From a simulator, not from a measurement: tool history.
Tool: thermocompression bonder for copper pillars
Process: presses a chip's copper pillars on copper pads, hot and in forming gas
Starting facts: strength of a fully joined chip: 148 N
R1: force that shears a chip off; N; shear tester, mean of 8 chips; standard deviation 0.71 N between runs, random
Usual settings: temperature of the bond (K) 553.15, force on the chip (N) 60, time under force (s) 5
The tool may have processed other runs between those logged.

run 1 day=0 | temperature_of_the_bond_(K)=553.15 force_on_the_chip_(N)=60 time_under_force_(s)=5 | R1=75.1
run 2 day=0.492 | temperature_of_the_bond_(K)=553.15 force_on_the_chip_(N)=60 time_under_force_(s)=5 | R1=75.6
run 3 day=1.079 | temperature_of_the_bond_(K)=553.15 force_on_the_chip_(N)=60 time_under_force_(s)=5 | R1=75.5
run 4 day=1.838 | temperature_of_the_bond_(K)=553.15 force_on_the_chip_(N)=56 time_under_force_(s)=5 | R1=72.9
run 5 day=2.638 | temperature_of_the_bond_(K)=553.15 force_on_the_chip_(N)=60 time_under_force_(s)=10 | R1=93.3
run 6 day=3.821 | temperature_of_the_bond_(K)=553.15 force_on_the_chip_(N)=60 time_under_force_(s)=5 | R1=78.4
run 7 day=4.842 | temperature_of_the_bond_(K)=553.15 force_on_the_chip_(N)=60 time_under_force_(s)=5 | R1=70.7
run 8 day=5.621 | temperature_of_the_bond_(K)=553.15 force_on_the_chip_(N)=60 time_under_force_(s)=5 | R1=72.4
run 9 day=6.7 | temperature_of_the_bond_(K)=578.15 force_on_the_chip_(N)=63 time_under_force_(s)=3 | R1=79.9
run 10 day=7.662 | temperature_of_the_bond_(K)=554.15 force_on_the_chip_(N)=52 time_under_force_(s)=8 | R1=80.5
run 11 day=8.683 | temperature_of_the_bond_(K)=550.15 force_on_the_chip_(N)=70 time_under_force_(s)=8 | R1=85.6
run 12 day=9.267 | temperature_of_the_bond_(K)=550.15 force_on_the_chip_(N)=70 time_under_force_(s)=8 | R1=86.1
run 13 day=9.767 | temperature_of_the_bond_(K)=540.15 force_on_the_chip_(N)=56 time_under_force_(s)=12 | R1=80.3

Not shown: 2 entries that the log had between the listed runs. Between which runs, and how does the tool's hidden state differ before and after?
From run 5 to run 6: heater calibrated with a thermocouple chip (day 2.808)
  true temperature of the bond over the reading, C: 5.1 -> 8; force that reaches the chip, % of what is set: 97.1 -> 97; oxide that the forming gas leaves, % of the face: 3.48 -> 3.62
  measured minus no-state result, R1: +0.3 -> +2.8 N
From run 6 to run 7: heater calibrated with a thermocouple chip, once more (day 4.738)
  true temperature of the bond over the reading, C: 8 -> 0.7; force that reaches the chip, % of what is set: 97 -> 96.9; oxide that the forming gas leaves, % of the face: 3.62 -> 3.74
  measured minus no-state result, R1: +2.8 -> -2.9 N
